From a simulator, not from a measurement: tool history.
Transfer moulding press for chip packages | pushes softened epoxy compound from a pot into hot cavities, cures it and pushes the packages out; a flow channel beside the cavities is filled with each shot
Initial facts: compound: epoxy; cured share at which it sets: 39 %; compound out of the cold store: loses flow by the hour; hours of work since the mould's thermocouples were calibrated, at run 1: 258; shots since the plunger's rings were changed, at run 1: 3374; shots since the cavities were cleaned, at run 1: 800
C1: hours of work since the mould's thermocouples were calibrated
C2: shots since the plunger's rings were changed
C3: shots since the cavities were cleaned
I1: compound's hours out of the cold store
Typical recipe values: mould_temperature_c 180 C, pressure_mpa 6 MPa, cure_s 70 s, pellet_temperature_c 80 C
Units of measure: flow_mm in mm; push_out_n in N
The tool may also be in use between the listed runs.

{"run": 1, "hour": 0.0, "mould_temperature_c": 180, "pressure_mpa": 6, "cure_s": 70, "pellet_temperature_c": 80, "C1": 258, "C2": 3374, "C3": 800, "I1": 25, "flow_mm": 633, "push_out_n": 854}
{"hour": 12.4, "done": "cavities cleaned with cleaning compound and waxed"}
{"run": 2, "hour": 33.3, "mould_temperature_c": 180, "pressure_mpa": 6, "cure_s": 70, "pellet_temperature_c": 80, "C1": 282, "C2": 3875, "C3": 329, "I1": 29.8, "flow_mm": 623, "push_out_n": 683}
{"run": 3, "hour": 69.7, "mould_temperature_c": 180, "pressure_mpa": 6.34, "cure_s": 70, "pellet_temperature_c": 80, "C1": 309, "C2": 4448, "C3": 902, "I1": 15.7, "flow_mm": 657, "push_out_n": 884}
{"hour": 73.4, "done": "cavities cleaned with cleaning compound and waxed"}
{"hour": 96.2, "done": "mould's thermocouples calibrated"}
{"run": 4, "hour": 107.8, "mould_temperature_c": 180, "pressure_mpa": 6.34, "cure_s": 70, "pellet_temperature_c": 80, "C1": 9, "C2": 4994, "C3": 512, "I1": 18.8, "flow_mm": 639, "push_out_n": 734}
{"hour": 137.6, "done": "cavities cleaned with cleaning compound and waxed"}
{"run": 5, "hour": 141.8, "mould_temperature_c": 180, "pressure_mpa": 6, "cure_s": 70, "pellet_temperature_c": 80, "C1": 33, "C2": 5506, "C3": 66, "I1": 36, "flow_mm": 607, "push_out_n": 489}
{"hour": 156.9, "done": "plunger's sealing rings changed"}
{"run": 6, "hour": 165.3, "mould_temperature_c": 180, "pressure_mpa": 6, "cure_s": 70, "pellet_temperature_c": 80, "C1": 48, "C2": 133, "C3": 396, "I1": 27.1, "flow_mm": 646, "push_out_n": 666}
{"run": 7, "hour": 184.4, "mould_temperature_c": 180, "pressure_mpa": 6, "cure_s": 70, "pellet_temperature_c": 80, "C1": 63, "C2": 435, "C3": 698, "I1": 18.2, "flow_mm": 656, "push_out_n": 754}
{"hour": 202.2, "done": "cavities cleaned with cleaning compound and waxed"}
{"run": 8, "hour": 220.2, "mould_temperature_c": 181, "pressure_mpa": 6, "cure_s": 59, "pellet_temperature_c": 80, "C1": 88, "C2": 975, "C3": 284, "I1": 27.9, "flow_mm": 633, "push_out_n": 967}
{"run": 9, "hour": 241.7, "mould_temperature_c": 181, "pressure_mpa": 6, "cure_s": 108, "pellet_temperature_c": 80, "C1": 104, "C2": 1314, "C3": 623, "I1": 39.4, "flow_mm": 617, "push_out_n": 497}
{"hour": 264.7, "done": "cavities cleaned with cleaning compound and waxed"}
{"run": 10, "hour": 273.9, "mould_temperature_c": 180, "pressure_mpa": 6, "cure_s": 70, "pellet_temperature_c": 81, "C1": 127, "C2": 1797, "C3": 145, "I1": 13, "flow_mm": 662, "push_out_n": 531}
{"run": 11, "hour": 306.9, "mould_temperature_c": 182, "pressure_mpa": 6, "cure_s": 70, "pellet_temperature_c": 86, "C1": 151, "C2": 2317, "C3": 665, "I1": 47, "flow_mm": 607, "push_out_n": 675}
{"hour": 326.1, "done": "cavities cleaned with cleaning compound and waxed"}
{"run": 12, "hour": 327.4, "mould_temperature_c": 182, "pressure_mpa": 6, "cure_s": 70, "pellet_temperature_c": 86, "C1": 165, "C2": 2616, "C3": 20, "I1": 29.3, "flow_mm": 628, "push_out_n": 402}
{"run": 13, "hour": 358.2, "mould_temperature_c": 180, "pressure_mpa": 6, "cure_s": 54, "pellet_temperature_c": 85, "C1": 188, "C2": 3102, "C3": 506, "I1": 43.3, "flow_mm": 615, "push_out_n": 1437}
{"hour": 387.6, "done": "cavities cleaned with cleaning compound and waxed"}
{"run": 14, "hour": 388.7, "mould_temperature_c": 180, "pressure_mpa": 6, "cure_s": 54, "pellet_temperature_c": 85, "C1": 210, "C2": 3559, "C3": 17, "I1": 24.2, "flow_mm": 636, "push_out_n": 1020}

Forecast each of these 5 alternatives for the next run:
{"run": "A", "hour": 421.1, "mould_temperature_c": 180, "pressure_mpa": 4.5, "cure_s": 55, "pellet_temperature_c": 81, "C1": 234, "C2": 4068, "C3": 526, "I1": 46.8, "flow_mm": "?", "push_out_n": "?"}
{"run": "B", "hour": 421.1, "mould_temperature_c": 179, "pressure_mpa": 5.15, "cure_s": 70, "pellet_temperature_c": 80, "C1": 234, "C2": 4068, "C3": 526, "I1": 32.1, "flow_mm": "?", "push_out_n": "?"}
{"run": "C", "hour": 421.1, "mould_temperature_c": 180, "pressure_mpa": 4.67, "cure_s": 54, "pellet_temperature_c": 85, "C1": 234, "C2": 4068, "C3": 526, "I1": 45.9, "flow_mm": "?", "push_out_n": "?"}
{"run": "D", "hour": 421.1, "mould_temperature_c": 180, "pressure_mpa": 6, "cure_s": 54, "pellet_temperature_c": 70, "C1": 234, "C2": 4068, "C3": 526, "I1": 27.4, "flow_mm": "?", "push_out_n": "?"}
{"run": "E", "hour": 421.1, "mould_temperature_c": 177, "pressure_mpa": 6.91, "cure_s": 56, "pellet_temperature_c": 80, "C1": 234, "C2": 4068, "C3": 526, "I1": 42.3, "flow_mm": "?", "push_out_n": "?"}

run=A flow_mm=528 push_out_n=1453
run=B flow_mm=584 push_out_n=772
run=C flow_mm=533 push_out_n=1449
run=D flow_mm=633 push_out_n=1656
run=E flow_mm=664 push_out_n=1599
Had the tool no hidden state, the same runs would have come out as:
run=A flow_mm=543 push_out_n=853
run=B flow_mm=600 push_out_n=452
run=C flow_mm=548 push_out_n=853
run=D flow_mm=651 push_out_n=974
run=E flow_mm=683 push_out_n=941
